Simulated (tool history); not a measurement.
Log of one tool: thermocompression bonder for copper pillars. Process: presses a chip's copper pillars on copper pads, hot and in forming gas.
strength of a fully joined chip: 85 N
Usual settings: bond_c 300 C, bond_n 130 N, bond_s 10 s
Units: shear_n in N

| run | hour | bond_c | bond_n | bond_s | shear_n |
|---|---|---|---|---|---|
| 1 | 0 | 300 | 130 | 10 | 50.5 |
| 2 | 9.4 | 300 | 130 | 10 | 50.4 |
| 3 | 15.2 | 300 | 130 | 10 | 50.2 |
| 4 | 25 | 300 | 130 | 10 | 50.9 |
| 5 | 37.1 | 300 | 130 | 7 | 44.2 |
| 6 | 46.9 | 300 | 130 | 10 | 50.4 |
| 7 | 53 | 300 | 130 | 10 | 50.1 |
| 8 | 60.3 | 300 | 130 | 10 | 49.8 |

The next listed run, before its measurement:
|  | 62.7 | force cell calibrated |
| 9 | 69.6 | 319 | 124 | 16 | ? |

Run 9 gave shear_n 64.3 N.
Without the tool's hidden state the same run would have given shear_n 66.8 N.
